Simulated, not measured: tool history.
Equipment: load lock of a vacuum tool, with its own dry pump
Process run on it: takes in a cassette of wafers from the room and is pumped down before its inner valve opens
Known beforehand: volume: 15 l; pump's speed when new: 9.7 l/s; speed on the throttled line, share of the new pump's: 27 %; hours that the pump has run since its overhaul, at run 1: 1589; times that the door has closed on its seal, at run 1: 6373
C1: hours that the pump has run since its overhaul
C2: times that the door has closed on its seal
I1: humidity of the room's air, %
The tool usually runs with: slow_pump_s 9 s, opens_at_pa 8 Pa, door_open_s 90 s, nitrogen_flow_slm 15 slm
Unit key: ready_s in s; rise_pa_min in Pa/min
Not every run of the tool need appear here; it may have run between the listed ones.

{"run": 1, "hour": 0.0, "slow_pump_s": 9, "opens_at_pa": 8, "door_open_s": 90, "nitrogen_flow_slm": 15, "C1": 1589, "C2": 6373, "I1": 45.7, "ready_s": 21.2, "rise_pa_min": 0.073}
{"run": 2, "hour": 50.4, "slow_pump_s": 9, "opens_at_pa": 8, "door_open_s": 90, "nitrogen_flow_slm": 15, "C1": 1639, "C2": 6533, "I1": 47.8, "ready_s": 21.1, "rise_pa_min": 0.071}
{"run": 3, "hour": 121.1, "slow_pump_s": 18, "opens_at_pa": 8, "door_open_s": 90, "nitrogen_flow_slm": 15, "C1": 1710, "C2": 6758, "I1": 47.4, "ready_s": 27.9, "rise_pa_min": 0.075}
{"run": 4, "hour": 217.8, "slow_pump_s": 9, "opens_at_pa": 7, "door_open_s": 90, "nitrogen_flow_slm": 15, "C1": 1807, "C2": 7064, "I1": 42.4, "ready_s": 21.5, "rise_pa_min": 0.069}
{"run": 5, "hour": 320.8, "slow_pump_s": 9, "opens_at_pa": 8, "door_open_s": 90, "nitrogen_flow_slm": 15, "C1": 1910, "C2": 7392, "I1": 47.4, "ready_s": 21.3, "rise_pa_min": 0.08}
{"run": 6, "hour": 391.5, "slow_pump_s": 9, "opens_at_pa": 8, "door_open_s": 90, "nitrogen_flow_slm": 15, "C1": 1980, "C2": 7616, "I1": 43.4, "ready_s": 21.1, "rise_pa_min": 0.067}
{"run": 7, "hour": 479.7, "slow_pump_s": 9, "opens_at_pa": 8, "door_open_s": 90, "nitrogen_flow_slm": 4, "C1": 2069, "C2": 7896, "I1": 45.2, "ready_s": 21.4, "rise_pa_min": 0.121}
{"run": 8, "hour": 547.1, "slow_pump_s": 9, "opens_at_pa": 8, "door_open_s": 90, "nitrogen_flow_slm": 5, "C1": 2136, "C2": 8110, "I1": 46.6, "ready_s": 21.8, "rise_pa_min": 0.118}
{"run": 9, "hour": 592.2, "slow_pump_s": 9, "opens_at_pa": 8, "door_open_s": 90, "nitrogen_flow_slm": 5, "C1": 2181, "C2": 8253, "I1": 42.6, "ready_s": 21.4, "rise_pa_min": 0.102}
{"run": 10, "hour": 637.8, "slow_pump_s": 9, "opens_at_pa": 8, "door_open_s": 90, "nitrogen_flow_slm": 5, "C1": 2227, "C2": 8398, "I1": 44.3, "ready_s": 21.4, "rise_pa_min": 0.109}
{"run": 11, "hour": 680.4, "slow_pump_s": 6, "opens_at_pa": 12, "door_open_s": 180, "nitrogen_flow_slm": 9, "C1": 2269, "C2": 8533, "I1": 44.2, "ready_s": 18.3, "rise_pa_min": 0.129}
{"run": 12, "hour": 762.2, "slow_pump_s": 9, "opens_at_pa": 16, "door_open_s": 90, "nitrogen_flow_slm": 14, "C1": 2351, "C2": 8792, "I1": 47.1, "ready_s": 20.2, "rise_pa_min": 0.078}
{"run": 13, "hour": 849.8, "slow_pump_s": 5, "opens_at_pa": 8, "door_open_s": 90, "nitrogen_flow_slm": 15, "C1": 2439, "C2": 9070, "I1": 43.5, "ready_s": 18.2, "rise_pa_min": 0.066}
{"run": 14, "hour": 914.7, "slow_pump_s": 11, "opens_at_pa": 8, "door_open_s": 90, "nitrogen_flow_slm": 15, "C1": 2504, "C2": 9276, "I1": 45, "ready_s": 22.6, "rise_pa_min": 0.068}
{"run": 15, "hour": 972.1, "slow_pump_s": 16, "opens_at_pa": 8, "door_open_s": 113, "nitrogen_flow_slm": 15, "C1": 2561, "C2": 9459, "I1": 44, "ready_s": 26.2, "rise_pa_min": 0.08}
{"run": 16, "hour": 1049.9, "slow_pump_s": 9, "opens_at_pa": 8, "door_open_s": 104, "nitrogen_flow_slm": 18, "C1": 2639, "C2": 9706, "I1": 43.8, "ready_s": 21.2, "rise_pa_min": 0.065}
{"run": 17, "hour": 1132.8, "slow_pump_s": 9, "opens_at_pa": 8, "door_open_s": 104, "nitrogen_flow_slm": 18, "C1": 2722, "C2": 9969, "I1": 46.3, "ready_s": 21.5, "rise_pa_min": 0.071}
{"run": 18, "hour": 1205.1, "slow_pump_s": 9, "opens_at_pa": 8, "door_open_s": 104, "nitrogen_flow_slm": 18, "C1": 2794, "C2": 10198, "I1": 45, "ready_s": 21.4, "rise_pa_min": 0.071}
{"run": 19, "hour": 1289.5, "slow_pump_s": 9, "opens_at_pa": 8, "door_open_s": 104, "nitrogen_flow_slm": 18, "C1": 2878, "C2": 10466, "I1": 45.7, "ready_s": 21.4, "rise_pa_min": 0.068}
{"run": 20, "hour": 1355.4, "slow_pump_s": 9, "opens_at_pa": 16, "door_open_s": 104, "nitrogen_flow_slm": 17, "C1": 2944, "C2": 10675, "I1": 43.4, "ready_s": 20.4, "rise_pa_min": 0.075}

Each row is a separate what-if for the run after 20, all from the same tool condition, not one after another. Results?
{"run": "A", "hour": 1437.4, "slow_pump_s": 12, "opens_at_pa": 8, "door_open_s": 90, "nitrogen_flow_slm": 15, "C1": 3026, "C2": 10936, "I1": 43.1, "ready_s": "?", "rise_pa_min": "?"}
{"run": "B", "hour": 1437.4, "slow_pump_s": 10, "opens_at_pa": 8, "door_open_s": 90, "nitrogen_flow_slm": 15, "C1": 3026, "C2": 10936, "I1": 46.9, "ready_s": "?", "rise_pa_min": "?"}
{"run": "C", "hour": 1437.4, "slow_pump_s": 6, "opens_at_pa": 15, "door_open_s": 90, "nitrogen_flow_slm": 23, "C1": 3026, "C2": 10936, "I1": 45, "ready_s": "?", "rise_pa_min": "?"}
{"run": "D", "hour": 1437.4, "slow_pump_s": 9, "opens_at_pa": 16, "door_open_s": 73, "nitrogen_flow_slm": 17, "C1": 3026, "C2": 10936, "I1": 45.2, "ready_s": "?", "rise_pa_min": "?"}

run=A ready_s=23.3 rise_pa_min=0.067
run=B ready_s=21.7 rise_pa_min=0.077
run=C ready_s=17.9 rise_pa_min=0.046
run=D ready_s=20 rise_pa_min=0.063
What these runs would have given with no unlogged condition in the tool:
run=A ready_s=23.3 rise_pa_min=0.066
run=B ready_s=21.7 rise_pa_min=0.076
run=C ready_s=17.9 rise_pa_min=0.045
run=D ready_s=20 rise_pa_min=0.062

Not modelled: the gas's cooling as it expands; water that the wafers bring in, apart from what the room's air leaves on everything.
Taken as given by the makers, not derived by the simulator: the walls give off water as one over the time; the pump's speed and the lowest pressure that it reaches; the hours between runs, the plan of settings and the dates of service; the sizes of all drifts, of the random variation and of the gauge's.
